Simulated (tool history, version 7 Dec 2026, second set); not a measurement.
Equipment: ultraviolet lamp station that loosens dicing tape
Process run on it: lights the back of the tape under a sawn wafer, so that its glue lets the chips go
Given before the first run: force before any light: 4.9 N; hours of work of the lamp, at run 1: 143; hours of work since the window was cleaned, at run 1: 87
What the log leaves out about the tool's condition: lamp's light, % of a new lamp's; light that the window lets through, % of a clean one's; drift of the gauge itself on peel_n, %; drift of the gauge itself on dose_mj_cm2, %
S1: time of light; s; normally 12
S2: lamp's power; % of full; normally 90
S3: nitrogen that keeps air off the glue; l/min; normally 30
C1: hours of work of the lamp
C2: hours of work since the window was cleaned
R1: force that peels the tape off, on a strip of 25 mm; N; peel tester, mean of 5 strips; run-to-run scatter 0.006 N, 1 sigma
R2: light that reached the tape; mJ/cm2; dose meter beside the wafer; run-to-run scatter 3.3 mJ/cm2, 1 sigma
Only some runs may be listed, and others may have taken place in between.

Run 1, hour 0: usual settings; C1 143; C2 87. Result: R1 0.224 N, R2 473 mJ/cm2.
Run 2, hour 57.5: usual settings; C1 186; C2 131. Result: R1 0.249 N, R2 456 mJ/cm2.
Run 3, hour 108.9: usual settings but S1 9 s; C1 225; C2 170. Result: R1 0.509 N, R2 325 mJ/cm2.
Run 4, hour 158.8: usual settings but S3 15 l/min; C1 263; C2 207. Result: R1 0.431 N, R2 419 mJ/cm2.
At hour 180.5: window cleaned of glue's vapour.
Run 5, hour 224.9: usual settings but S3 15 l/min; C1 313; C2 34. Result: R1 0.346 N, R2 462 mJ/cm2.
Run 6, hour 265.4: usual settings but S1 13 s, S3 15 l/min; C1 343; C2 64. Result: R1 0.317 N, R2 486 mJ/cm2.
Run 7, hour 337.9: usual settings but S3 18 l/min; C1 398; C2 119. Result: R1 0.379 N, R2 421 mJ/cm2.
Run 8, hour 385.9: usual settings but S3 18 l/min; C1 435; C2 155. Result: R1 0.404 N, R2 411 mJ/cm2.
Run 9, hour 449.9: usual settings; C1 483; C2 204. Result: R1 0.348 N, R2 393 mJ/cm2.
At hour 479.2: window cleaned of glue's vapour.
Run 10, hour 521.2: usual settings but S2 81 % of full; C1 537; C2 32. Result: R1 0.358 N, R2 383 mJ/cm2.
Run 11, hour 573.7: usual settings but S1 15 s; C1 576; C2 72. Result: R1 0.186 N, R2 513 mJ/cm2.
Run 12, hour 608.2: usual settings but S1 15 s; C1 602; C2 98. Result: R1 0.193 N, R2 497 mJ/cm2.
Run 13, hour 685.6: usual settings but S1 15 s; C1 661; C2 156. Result: R1 0.222 N, R2 471 mJ/cm2.
Run 14, hour 744.2: usual settings but S1 13 s; C1 705; C2 201. Result: R1 0.352 N, R2 384 mJ/cm2.
At hour 775.7: window cleaned of glue's vapour.
Run 15, hour 807.5: usual settings but S1 10 s, S3 33 l/min; C1 753; C2 24. Result: R1 0.485 N, R2 322 mJ/cm2.
Run 16, hour 874.4: usual settings but S1 22 s, S2 71 % of full, S3 41 l/min; C1 804; C2 75. Result: R1 0.138 N, R2 536 mJ/cm2.
Run 17, hour 951.7: usual settings but S2 82 % of full, S3 24 l/min; C1 862; C2 133. Result: R1 0.61 N, R2 315 mJ/cm2.
Run 18, hour 1015.9: usual settings but S2 77 % of full, S3 21 l/min; C1 911; C2 182. Result: R1 0.796 N, R2 282 mJ/cm2.
At hour 1074.1: window cleaned of glue's vapour.
Run 19, hour 1075.7: usual settings but S1 20 s, S2 63 % of full, S3 18 l/min; C1 956; C2 1. Result: R1 0.381 N, R2 416 mJ/cm2.
Run 20, hour 1145.7: usual settings; C1 1009; C2 54. Result: R1 0.477 N, R2 342 mJ/cm2.
At hour 1155.8: lamp changed.
Run 21, hour 1212.2: usual settings but S1 6 s, S2 93 % of full, S3 10 l/min; C1 43; C2 104. Result: R1 1.293 N, R2 250 mJ/cm2.

For some of the steps in R1 from one run to the next: how much would appear even if the tool had no hidden state, given the settings, what came in and random variation, and how much remains for the hidden state plus any gauge scatter that the measured result and the result without hidden state don't share?
Run 16 -> 17: S1 22 -> 12, S2 71 -> 82, S3 41 -> 24. R1 +0.472 N: hidden state +0.307, all else +0.165.
Run 18 -> 19: S1 12 -> 20, S2 77 -> 63, S3 21 -> 18, window cleaned of glue's vapour. R1 -0.415 N: hidden state -0.283, all else -0.132.
Run 20 -> 21: S1 12 -> 6, S2 90 -> 93, S3 30 -> 10, lamp changed. R1 +0.816 N: hidden state -0.16, all else +0.976.

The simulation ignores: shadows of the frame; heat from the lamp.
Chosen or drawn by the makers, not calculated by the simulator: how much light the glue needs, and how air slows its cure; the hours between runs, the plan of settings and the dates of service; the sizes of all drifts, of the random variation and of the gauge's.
